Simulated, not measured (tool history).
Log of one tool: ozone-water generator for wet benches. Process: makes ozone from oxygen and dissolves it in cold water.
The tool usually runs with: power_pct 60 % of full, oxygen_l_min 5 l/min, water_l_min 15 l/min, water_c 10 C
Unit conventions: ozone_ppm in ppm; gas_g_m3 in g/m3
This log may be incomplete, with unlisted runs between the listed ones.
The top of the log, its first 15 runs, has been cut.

run   hour  power_pct  oxygen_l_min  water_l_min  water_c  hours of work since the electrodes were changed  hours of work since the contactor was cleaned  hours of work since the thermometer was calibrated  ozone_ppm  gas_g_m3
 16    329         60             5           15       10                                              800                                            120                                                3687       25.4     208.1
 17  356.2         60             5           15       10                                              825                                            145                                                3712       25.3     205.7
 18  371.1         94             5           15       15                                              839                                            159                                                3726       35.8     310.7
     395.3  -- contactor cleaned, once more
 19    408         60             5           18       17                                              869                                             12                                                3756       20.9     207.1
 20  435.5         60             5           15        8                                              894                                             37                                                3782       27.4     206.5
 21  451.5         60             5           15        8                                              909                                             52                                                3796       27.4     207.9
 22  470.4         94             5           15        8                                              927                                             69                                                3814       40.9       314
 23  491.2         63          4.52           11       16                                              946                                             89                                                3833         31     223.8
 24  509.7         61          4.52           10       16                                              963                                            106                                                3850       32.2       218
 25  540.4         41          2.66           10       11                                              991                                            134                                                3879         23     185.1
 26  570.2         41          2.66           10       11                                             1019                                            162                                                3906       22.9     185.5
 27  589.4         41          2.66           10       11                                             1037                                            179                                                3924       23.1     186.9
 28    621         87           3.6            9       10                                             1066                                            209                                                3953       52.8       330
 29  642.2         60             5           10       10                                             1085                                            228                                                3973       36.1     205.7
 30  667.4         60             5           10       10                                             1109                                            251                                                3996       35.9     206.4
 31  687.7         60             5           15        5                                             1127                                            270                                                4015       28.5     206.6
 32  710.3         99          3.59           20       10                                             1148                                            291                                                4036       30.3     371.5
 33  733.5         41             5           15       17                                             1170                                            312                                                4057       16.8     144.9

Alternative continuations, all from the tool just after run 33; predict every row:
  A  750.6         60          5.27           15       10                                             1186                                            328                                                4073          ?         ?
  B  750.6         60             5           15        7                                             1186                                            328                                                4073          ?         ?
  C  750.6         60          5.08            9       10                                             1186                                            328                                                4073          ?         ?
  D  750.6         41             5           15       11                                             1186                                            328                                                4073          ?         ?

run  ozone_ppm  gas_g_m3
  A       26.6     199.5
  B       27.4     205.9
  C       38.3     205.4
  D       18.2     145.4
With no hidden state in the tool, these same runs would have given:
run  ozone_ppm  gas_g_m3
  A       27.2     202.4
  B         28     208.8
  C       39.1     208.3
  D       18.5     146.7
